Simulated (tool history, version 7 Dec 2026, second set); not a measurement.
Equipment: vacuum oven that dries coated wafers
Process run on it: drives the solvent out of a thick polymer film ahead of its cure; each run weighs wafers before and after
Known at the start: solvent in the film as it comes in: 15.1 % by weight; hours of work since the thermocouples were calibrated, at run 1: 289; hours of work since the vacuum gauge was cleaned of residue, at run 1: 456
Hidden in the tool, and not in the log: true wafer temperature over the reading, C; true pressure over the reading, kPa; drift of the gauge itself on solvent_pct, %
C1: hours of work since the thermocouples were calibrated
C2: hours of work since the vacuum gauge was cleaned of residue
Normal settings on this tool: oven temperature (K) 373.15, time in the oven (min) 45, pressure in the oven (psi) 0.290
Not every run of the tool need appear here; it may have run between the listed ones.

Run 1, hour 0.0: usual settings; C1 289; C2 456. Result: solvent left in the film (%) 2.15.
Run 2, hour 8.3: usual settings; C1 295; C2 462. Result: solvent left in the film (%) 2.19.
Run 3, hour 18.1: usual settings; C1 302; C2 469. Result: solvent left in the film (%) 2.19.
Run 4, hour 35.1: usual settings; C1 314; C2 481. Result: solvent left in the film (%) 2.13.
Run 5, hour 49.6: usual settings but oven temperature (K) 375.15; C1 324; C2 491. Result: solvent left in the film (%) 1.95.
Run 6, hour 65.7: usual settings; C1 336; C2 502. Result: solvent left in the film (%) 2.09.
Run 7, hour 75.8: usual settings; C1 343; C2 510. Result: solvent left in the film (%) 2.10.
Run 8, hour 88.4: usual settings but oven temperature (K) 387.15; C1 352; C2 519. Result: solvent left in the film (%) 1.07.
Run 9, hour 97.0: usual settings but oven temperature (K) 387.15, time in the oven (min) 31; C1 358; C2 525. Result: solvent left in the film (%) 1.35.
Run 10, hour 113.6: usual settings but oven temperature (K) 386.15; C1 370; C2 536. Result: solvent left in the film (%) 1.10.
Run 11, hour 128.3: usual settings but oven temperature (K) 386.15; C1 380; C2 547. Result: solvent left in the film (%) 1.16.
Run 12, hour 144.6: usual settings but oven temperature (K) 386.15; C1 392; C2 558. Result: solvent left in the film (%) 1.09.
Run 13, hour 155.3: usual settings but time in the oven (min) 67; C1 399; C2 566. Result: solvent left in the film (%) 1.84.
Run 14, hour 167.4: usual settings but time in the oven (min) 25; C1 408; C2 575. Result: solvent left in the film (%) 3.67.
Run 15, hour 184.2: usual settings but pressure in the oven (psi) 0.457; C1 420; C2 587. Result: solvent left in the film (%) 3.17.
Run 16, hour 197.0: usual settings but pressure in the oven (psi) 0.457; C1 429; C2 596. Result: solvent left in the film (%) 3.14.
Run 17, hour 209.8: usual settings but pressure in the oven (psi) 0.457; C1 438; C2 605. Result: solvent left in the film (%) 3.13.
Run 18, hour 226.7: usual settings but pressure in the oven (psi) 0.457; C1 450; C2 617. Result: solvent left in the film (%) 3.19.
Run 19, hour 237.1: usual settings but time in the oven (min) 38, pressure in the oven (psi) 0.457; C1 458; C2 624. Result: solvent left in the film (%) 3.43.
Run 20, hour 251.6: usual settings but time in the oven (min) 38, pressure in the oven (psi) 0.457; C1 468; C2 635. Result: solvent left in the film (%) 3.39.
Run 21, hour 260.4: usual settings but time in the oven (min) 38, pressure in the oven (psi) 0.457; C1 474; C2 641. Result: solvent left in the film (%) 3.44.
Run 22, hour 269.7: usual settings; C1 481; C2 648. Result: solvent left in the film (%) 2.27.
At hour 272.0: vacuum gauge cleaned of residue and calibrated.
Run 23, hour 282.4: usual settings; C1 489; C2 7. Result: solvent left in the film (%) 2.31.
Run 24, hour 297.6: usual settings but time in the oven (min) 62, pressure in the oven (psi) 0.302; C1 499; C2 18. Result: solvent left in the film (%) 1.87.
At hour 308.7: vacuum gauge cleaned of residue and calibrated, once more.
Run 25, hour 310.3: usual settings but time in the oven (min) 53, pressure in the oven (psi) 0.619; C1 507; C2 1. Result: solvent left in the film (%) 3.83.
Run 26, hour 319.2: usual settings but time in the oven (min) 77, pressure in the oven (psi) 0.619; C1 514; C2 8. Result: solvent left in the film (%) 3.64.
Run 27, hour 336.0: usual settings but oven temperature (K) 368.15; C1 526; C2 19. Result: solvent left in the film (%) 2.89.
Run 28, hour 348.9: usual settings but time in the oven (min) 58, pressure in the oven (psi) 0.292; C1 535; C2 29. Result: solvent left in the film (%) 1.86.
Run 29, hour 364.6: usual settings but oven temperature (K) 384.15, time in the oven (min) 23, pressure in the oven (psi) 0.368; C1 546; C2 40. Result: solvent left in the film (%) 2.42.
Run 30, hour 379.3: usual settings but oven temperature (K) 376.15, time in the oven (min) 28, pressure in the oven (psi) 1.012; C1 557; C2 50. Result: solvent left in the film (%) 6.17.
Run 31, hour 396.0: usual settings but time in the oven (min) 56, pressure in the oven (psi) 0.560; C1 568; C2 62. Result: solvent left in the film (%) 3.46.
Run 32, hour 409.5: usual settings but oven temperature (K) 374.15, pressure in the oven (psi) 1.096; C1 578; C2 72. Result: solvent left in the film (%) 6.37.
Run 33, hour 421.1: usual settings but oven temperature (K) 374.15, time in the oven (min) 67, pressure in the oven (psi) 0.677; C1 586; C2 80. Result: solvent left in the film (%) 3.87.
Run 34, hour 436.9: usual settings but oven temperature (K) 377.15, time in the oven (min) 48, pressure in the oven (psi) 0.677; C1 598; C2 91. Result: solvent left in the film (%) 3.54.
Run 35, hour 445.3: usual settings but oven temperature (K) 368.15, time in the oven (min) 46, pressure in the oven (psi) 0.687; C1 603; C2 97. Result: solvent left in the film (%) 5.39.
Run 36, hour 461.5: usual settings but oven temperature (K) 387.15, time in the oven (min) 24, pressure in the oven (psi) 0.350; C1 615; C2 109. Result: solvent left in the film (%) 1.83.
Run 37, hour 477.3: usual settings but time in the oven (min) 38, pressure in the oven (psi) 0.513; C1 626; C2 120. Result: solvent left in the film (%) 3.72.
Run 38, hour 494.5: usual settings but oven temperature (K) 383.15, time in the oven (min) 79, pressure in the oven (psi) 0.355; C1 638; C2 132. Result: solvent left in the film (%) 1.39.
Run 39, hour 502.7: usual settings but oven temperature (K) 383.15, time in the oven (min) 79, pressure in the oven (psi) 0.355; C1 644; C2 138. Result: solvent left in the film (%) 1.47.
Run 40, hour 517.7: usual settings but time in the oven (min) 79, pressure in the oven (psi) 0.804; C1 655; C2 149. Result: solvent left in the film (%) 4.65.
Run 41, hour 530.1: usual settings but oven temperature (K) 371.15, time in the oven (min) 80, pressure in the oven (psi) 0.157; C1 664; C2 158. Result: solvent left in the film (%) 1.16.
Run 42, hour 540.2: usual settings but oven temperature (K) 381.15, time in the oven (min) 80, pressure in the oven (psi) 0.181; C1 671; C2 165. Result: solvent left in the film (%) 0.84.
Run 43, hour 549.6: usual settings but oven temperature (K) 379.15, time in the oven (min) 70, pressure in the oven (psi) 0.424; C1 678; C2 171. Result: solvent left in the film (%) 2.04.
Run 44, hour 560.2: usual settings but oven temperature (K) 371.15, pressure in the oven (psi) 0.759; C1 685; C2 179. Result: solvent left in the film (%) 5.15.
Run 45, hour 577.3: usual settings but oven temperature (K) 358.15, time in the oven (min) 46, pressure in the oven (psi) 0.693; C1 697; C2 191. Result: solvent left in the film (%) 8.18.
Run 46, hour 592.9: usual settings but oven temperature (K) 370.15; C1 708; C2 202. Result: solvent left in the film (%) 2.66.

Forecast each of these 5 alternatives for the next run:
Run A, hour 603.4: usual settings but time in the oven (min) 32, pressure in the oven (psi) 1.050; C1 716; C2 210. Result: solvent left in the film (%) ?.
Run B, hour 603.4: usual settings but oven temperature (K) 367.15; C1 716; C2 210. Result: solvent left in the film (%) ?.
Run C, hour 603.4: usual settings but time in the oven (min) 23; C1 716; C2 210. Result: solvent left in the film (%) ?.
Run D, hour 603.4: usual settings but oven temperature (K) 359.15; C1 716; C2 210. Result: solvent left in the film (%) ?.
Run E, hour 603.4: usual settings but oven temperature (K) 370.15, time in the oven (min) 41, pressure in the oven (psi) 0.508; C1 716; C2 210. Result: solvent left in the film (%) ?.

run  solvent left in the film (%)
  A                          6.81
  B                          3.10
  C                          3.96
  D                          4.89
  E                          4.15
Take away the tool's hidden state, keep each run's random variation, and the runs would have read:
run  solvent left in the film (%)
  A                          6.53
  B                          2.91
  C                          3.74
  D                          4.62
  E                          3.93

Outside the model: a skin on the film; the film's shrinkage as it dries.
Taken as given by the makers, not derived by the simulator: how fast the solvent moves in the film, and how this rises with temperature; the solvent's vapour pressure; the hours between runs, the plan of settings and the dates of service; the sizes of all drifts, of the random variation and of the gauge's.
